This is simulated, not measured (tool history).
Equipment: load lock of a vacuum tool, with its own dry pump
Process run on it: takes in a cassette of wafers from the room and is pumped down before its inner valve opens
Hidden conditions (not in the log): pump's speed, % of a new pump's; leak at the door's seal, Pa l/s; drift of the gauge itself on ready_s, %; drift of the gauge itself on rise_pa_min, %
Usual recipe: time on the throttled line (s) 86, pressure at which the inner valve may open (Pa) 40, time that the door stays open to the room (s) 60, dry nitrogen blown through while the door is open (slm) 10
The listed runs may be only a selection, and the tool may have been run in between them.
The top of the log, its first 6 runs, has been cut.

run    hour  time on the throttled line (s)  pressure at which the inner valve may open (Pa)  time that the door stays open to the room (s)  dry nitrogen blown through while the door is open (slm)  hours that the pump has run since its overhaul  times that the door has closed on its seal  incoming humidity of the room's air, %  time from the closed door until the inner valve may open (s)  rise of the pressure with all valves shut (Pa/min)
  7  1263.8                              86                                               40                                             60                                                       10                                            4456                                        4545                                    43.1                                                         130.6                                               0.042
  8  1431.6                              86                                               40                                             60                                                       10                                            4624                                        5149                                    43.4                                                         130.7                                               0.051
  9  1644.3                              86                                               40                                             60                                                       10                                            4837                                        5914                                    43.8                                                         131.5                                               0.042
 10  1865.2                              86                                               70                                             60                                                       10                                            5058                                        6708                                    46.8                                                         127.1                                               0.039
 11  2081.6                              86                                               70                                             60                                                       10                                            5274                                        7487                                    45.8                                                         125.6                                                0.04
 12  2212.8                              86                                               65                                             60                                                       10                                            5405                                        7959                                    46.4                                                         126.9                                               0.049
 13    2480                              86                                               65                                             60                                                       10                                            5672                                        8920                                    44.8                                                         125.9                                               0.042
 14  2670.8                              86                                               40                                             60                                                       10                                            5863                                        9606                                      45                                                         130.4                                               0.047
 15  2882.5                              86                                               40                                             60                                                       10                                            6075                                       10367                                    45.8                                                         132.1                                               0.049
 16  3160.1                              86                                               40                                             60                                                       10                                            6353                                       11365                                    42.7                                                         131.1                                               0.041
 17  3293.1                              86                                               40                                             60                                                       10                                            6486                                       11844                                      44                                                           131                                               0.043
 18  3542.9                              86                                               40                                             60                                                       10                                            6735                                       12742                                    45.5                                                         131.4                                               0.043
 19  3820.7                              57                                               40                                             60                                                       10                                            7013                                       13741                                    45.1                                                         108.4                                               0.041
 20  4058.7                              86                                               50                                            101                                                        6                                            7251                                       14597                                    48.2                                                         129.1                                               0.073
 21  4202.4                              86                                               57                                             60                                                       10                                            7395                                       15114                                    42.7                                                         128.4                                               0.037
 22    4362                              70                                               57                                             60                                                       10                                            7554                                       15688                                    49.2                                                           115                                               0.048
 23  4474.2                              70                                               75                                             31                                                       10                                            7667                                       16092                                    46.3                                                         113.4                                                0.03
 24  4743.2                             151                                               30                                             31                                                       10                                            7936                                       17059                                    44.3                                                         183.5                                               0.027
 25  4893.4                             151                                               30                                             31                                                       10                                            8086                                       17599                                    44.7                                                         184.2                                               0.028
 26  5133.7                              86                                               54                                             60                                                       10                                            8326                                       18463                                    43.8                                                         128.1                                               0.041
 27  5332.8                             103                                               57                                            143                                                       15                                            8525                                       19179                                    42.7                                                         140.5                                               0.053
 28  5455.7                             103                                               57                                            143                                                       15                                            8648                                       19622                                    44.4                                                           141                                               0.069
 29  5588.8                             103                                               57                                            143                                                       12                                            8781                                       20100                                    45.2                                                         139.5                                               0.072
 30  5819.4                              62                                               43                                             60                                                       10                                            9012                                       20929                                    43.7                                                         111.7                                               0.046
 31  6024.2                              62                                               43                                             60                                                       10                                            9217                                       21666                                    45.8                                                         110.9                                               0.048

What if the next run were any one of these 4? Each begins from the tool's condition after run 31:
  A  6291.3                              66                                               57                                             60                                                       10                                            9484                                       22626                                    45.1                                                             ?                                                   ?
  B  6291.3                              44                                               46                                             60                                                       10                                            9484                                       22626                                    44.1                                                             ?                                                   ?
  C  6291.3                              91                                               43                                            160                                                        7                                            9484                                       22626                                    46.4                                                             ?                                                   ?
  D  6291.3                              53                                               74                                             60                                                       10                                            9484                                       22626                                    43.5                                                             ?                                                   ?

run  time from the closed door until the inner valve may open (s)  rise of the pressure with all valves shut (Pa/min)
  A                                                         112.4                                               0.045
  B                                                          96.1                                                0.04
  C                                                         134.5                                               0.095
  D                                                          99.7                                               0.042
Had the tool no hidden state, the same runs would have come out as:
run  time from the closed door until the inner valve may open (s)  rise of the pressure with all valves shut (Pa/min)
  A                                                         112.4                                               0.045
  B                                                          96.1                                               0.039
  C                                                         134.4                                               0.095
  D                                                          99.7                                               0.042
